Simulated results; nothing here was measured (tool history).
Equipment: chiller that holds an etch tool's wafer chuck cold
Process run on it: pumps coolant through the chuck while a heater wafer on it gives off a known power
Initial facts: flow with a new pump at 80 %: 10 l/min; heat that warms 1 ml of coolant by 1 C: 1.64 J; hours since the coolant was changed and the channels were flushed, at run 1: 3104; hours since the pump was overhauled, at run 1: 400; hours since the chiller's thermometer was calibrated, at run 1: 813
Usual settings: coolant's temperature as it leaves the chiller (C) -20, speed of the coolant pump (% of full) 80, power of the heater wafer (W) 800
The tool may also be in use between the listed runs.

run,hour,coolant's temperature as it leaves the chiller (C),speed of the coolant pump (% of full),power of the heater wafer (W),hours since the coolant was changed and the channels were flushed,hours since the pump was overhauled,hours since the chiller's thermometer was calibrated,chuck's temperature once it has settled (C),how much warmer the coolant comes back (C)
1,0.0,-20,80,800,3104,400,813,-13.64,2.95
2,118.1,-20,98,800,3222,518,931,-14.65,2.41
3,251.2,-20,98,800,3356,651,1064,-14.63,2.43
4,342.2,-20,98,800,3447,742,1155,-14.58,2.41
5,488.4,-20,98,800,3593,889,1301,-14.47,2.42
6,602.7,-20,98,800,3707,1003,1415,-14.50,2.39
7,705.8,-15,80,800,3810,1106,1518,-8.62,2.91
8,781.0,-20,80,800,3885,1181,1594,-13.48,2.94
9,891.6,-20,80,800,3996,1292,1704,-13.34,2.97
10,1041.2,-20,80,921,4145,1441,1854,-12.60,3.39
11,1145.5,-20,80,519,4250,1546,1958,-15.55,1.93
12,1259.5,-20,80,800,4364,1660,2072,-13.43,2.92
13,1381.2,-20,80,800,4485,1781,2194,-13.39,2.93
14,1473.0,-20,80,800,4577,1873,2286,-13.32,2.91
# hour 1484.6: chiller's thermometer calibrated
15,1599.6,-20,80,800,4703,1999,115,-13.54,2.96
16,1686.1,-20,80,800,4789,2085,201,-13.33,2.93

Run 17 has not been measured yet. What should we expect?
17,1792.3,-20,80,800,4896,2192,308,?,?

chuck's temperature once it has settled (C): -13.37
how much warmer the coolant comes back (C): 2.93
Had the tool carried no hidden state, the very same run would have given chuck's temperature once it has settled (C) -13.67, how much warmer the coolant comes back (C) 2.93.
